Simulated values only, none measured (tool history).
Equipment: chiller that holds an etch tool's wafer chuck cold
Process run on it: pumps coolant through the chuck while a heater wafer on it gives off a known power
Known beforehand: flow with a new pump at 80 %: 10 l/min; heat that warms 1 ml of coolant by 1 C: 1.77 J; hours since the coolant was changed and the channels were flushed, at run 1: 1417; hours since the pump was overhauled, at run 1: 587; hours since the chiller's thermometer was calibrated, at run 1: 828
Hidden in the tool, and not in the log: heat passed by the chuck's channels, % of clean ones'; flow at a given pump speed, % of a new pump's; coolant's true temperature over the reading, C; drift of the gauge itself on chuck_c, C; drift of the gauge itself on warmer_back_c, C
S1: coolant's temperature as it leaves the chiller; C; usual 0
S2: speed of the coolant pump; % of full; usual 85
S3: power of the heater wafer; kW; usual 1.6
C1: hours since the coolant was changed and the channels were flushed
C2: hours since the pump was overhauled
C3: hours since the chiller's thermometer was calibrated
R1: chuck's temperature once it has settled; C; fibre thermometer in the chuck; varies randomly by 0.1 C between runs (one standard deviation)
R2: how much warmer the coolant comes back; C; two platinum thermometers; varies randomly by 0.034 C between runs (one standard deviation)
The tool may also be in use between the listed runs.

{"run": 1, "hour": 0.0, "S1": 0, "S2": 85, "S3": 1.6, "C1": 1417, "C2": 587, "C3": 828, "R1": 10.3, "R2": 5.16}
{"run": 2, "hour": 50.9, "S1": 0, "S2": 85, "S3": 1.6, "C1": 1468, "C2": 638, "C3": 878, "R1": 10.5, "R2": 5.15}
{"run": 3, "hour": 110.4, "S1": 0, "S2": 85, "S3": 1.6, "C1": 1528, "C2": 697, "C3": 938, "R1": 10.4, "R2": 5.2}
{"run": 4, "hour": 165.3, "S1": 0, "S2": 85, "S3": 1.6, "C1": 1583, "C2": 752, "C3": 993, "R1": 10.3, "R2": 5.15}
{"run": 5, "hour": 217.1, "S1": 0, "S2": 85, "S3": 1.6, "C1": 1634, "C2": 804, "C3": 1045, "R1": 10.4, "R2": 5.19}
{"run": 6, "hour": 276.7, "S1": 0, "S2": 85, "S3": 1.6, "C1": 1694, "C2": 864, "C3": 1104, "R1": 10.4, "R2": 5.13}
{"run": 7, "hour": 363.2, "S1": 0, "S2": 85, "S3": 1.6, "C1": 1780, "C2": 950, "C3": 1191, "R1": 10.6, "R2": 5.22}
{"run": 8, "hour": 419.2, "S1": 0, "S2": 85, "S3": 1.6, "C1": 1836, "C2": 1006, "C3": 1247, "R1": 10.5, "R2": 5.23}
{"run": 9, "hour": 494.4, "S1": 0, "S2": 85, "S3": 1.6, "C1": 1912, "C2": 1081, "C3": 1322, "R1": 10.5, "R2": 5.16}
{"run": 10, "hour": 577.7, "S1": -9, "S2": 85, "S3": 1.6, "C1": 1995, "C2": 1165, "C3": 1405, "R1": 1.5, "R2": 5.23}
{"run": 11, "hour": 637.9, "S1": -9, "S2": 85, "S3": 1.6, "C1": 2055, "C2": 1225, "C3": 1465, "R1": 1.6, "R2": 5.18}
{"run": 12, "hour": 718.3, "S1": 0, "S2": 69, "S3": 1.6, "C1": 2136, "C2": 1305, "C3": 1546, "R1": 12.5, "R2": 6.52}
{"run": 13, "hour": 786.0, "S1": 0, "S2": 75, "S3": 1.6, "C1": 2203, "C2": 1373, "C3": 1614, "R1": 11.7, "R2": 6.02}
{"run": 14, "hour": 843.6, "S1": 0, "S2": 75, "S3": 1.6, "C1": 2261, "C2": 1430, "C3": 1671, "R1": 11.6, "R2": 5.97}
{"run": 15, "hour": 912.3, "S1": 0, "S2": 75, "S3": 1.6, "C1": 2330, "C2": 1499, "C3": 1740, "R1": 11.6, "R2": 5.99}
{"run": 16, "hour": 978.3, "S1": 0, "S2": 85, "S3": 2.281, "C1": 2396, "C2": 1565, "C3": 1806, "R1": 15, "R2": 7.42}
{"run": 17, "hour": 1016.8, "S1": 0, "S2": 85, "S3": 2.281, "C1": 2434, "C2": 1604, "C3": 1844, "R1": 15.1, "R2": 7.4}
{"run": 18, "hour": 1077.7, "S1": -8, "S2": 62, "S3": 2.281, "C1": 2495, "C2": 1664, "C3": 1905, "R1": 11.8, "R2": 10.56}
{"run": 19, "hour": 1137.7, "S1": -8, "S2": 62, "S3": 2.281, "C1": 2555, "C2": 1724, "C3": 1965, "R1": 11.6, "R2": 10.52}
{"run": 20, "hour": 1206.1, "S1": 10, "S2": 82, "S3": 1.555, "C1": 2623, "C2": 1793, "C3": 2034, "R1": 20.6, "R2": 5.36}
{"run": 21, "hour": 1261.0, "S1": -5, "S2": 82, "S3": 0.879, "C1": 2678, "C2": 1848, "C3": 2089, "R1": 1, "R2": 2.95}
{"run": 22, "hour": 1327.2, "S1": -5, "S2": 82, "S3": 1.479, "C1": 2744, "C2": 1914, "C3": 2155, "R1": 5.3, "R2": 5.07}
{"run": 23, "hour": 1404.4, "S1": 5, "S2": 85, "S3": 0.874, "C1": 2822, "C2": 1991, "C3": 2232, "R1": 11.1, "R2": 2.83}
{"run": 24, "hour": 1444.6, "S1": 6, "S2": 85, "S3": 1.145, "C1": 2862, "C2": 2031, "C3": 2272, "R1": 13.7, "R2": 3.8}
{"run": 25, "hour": 1509.5, "S1": 6, "S2": 85, "S3": 1.145, "C1": 2927, "C2": 2096, "C3": 2337, "R1": 13.7, "R2": 3.72}
{"run": 26, "hour": 1580.9, "S1": -2, "S2": 78, "S3": 1.6, "C1": 2998, "C2": 2168, "C3": 2409, "R1": 9.5, "R2": 5.74}
{"run": 27, "hour": 1669.1, "S1": 6, "S2": 78, "S3": 1.483, "C1": 3086, "C2": 2256, "C3": 2497, "R1": 16.7, "R2": 5.42}
{"run": 28, "hour": 1732.8, "S1": 6, "S2": 78, "S3": 1.483, "C1": 3150, "C2": 2320, "C3": 2560, "R1": 16.8, "R2": 5.43}
{"run": 29, "hour": 1792.5, "S1": -2, "S2": 89, "S3": 1.971, "C1": 3210, "C2": 2379, "C3": 2620, "R1": 10.8, "R2": 6.15}
{"run": 30, "hour": 1849.7, "S1": 5, "S2": 85, "S3": 1.947, "C1": 3267, "C2": 2437, "C3": 2677, "R1": 18.2, "R2": 6.42}
{"run": 31, "hour": 1896.1, "S1": 5, "S2": 85, "S3": 1.947, "C1": 3313, "C2": 2483, "C3": 2724, "R1": 18.1, "R2": 6.5}

Same runs, no hidden state in the tool, same run-to-run variation:
run=1 R1=9.8 R2=5.07
run=2 R1=10.1 R2=5.06
run=3 R1=10 R2=5.11
run=4 R1=9.8 R2=5.06
run=5 R1=9.9 R2=5.09
run=6 R1=9.9 R2=5.03
run=7 R1=10.1 R2=5.11
run=8 R1=9.9 R2=5.11
run=9 R1=9.9 R2=5.04
run=10 R1=1 R2=5.1
run=11 R1=1 R2=5.05
run=12 R1=11.8 R2=6.35
run=13 R1=11.1 R2=5.85
run=14 R1=10.9 R2=5.8
run=15 R1=11 R2=5.81
run=16 R1=14.1 R2=7.19
run=17 R1=14.2 R2=7.17
run=18 R1=10.6 R2=10.22
run=19 R1=10.4 R2=10.17
run=20 R1=19.9 R2=5.17
run=21 R1=0.6 R2=2.84
run=22 R1=4.6 R2=4.89
run=23 R1=10.7 R2=2.72
run=24 R1=13.1 R2=3.65
run=25 R1=13.1 R2=3.57
run=26 R1=8.6 R2=5.51
run=27 R1=15.9 R2=5.2
run=28 R1=15.9 R2=5.21
run=29 R1=9.8 R2=5.88
run=30 R1=17.1 R2=6.14
run=31 R1=17.1 R2=6.21
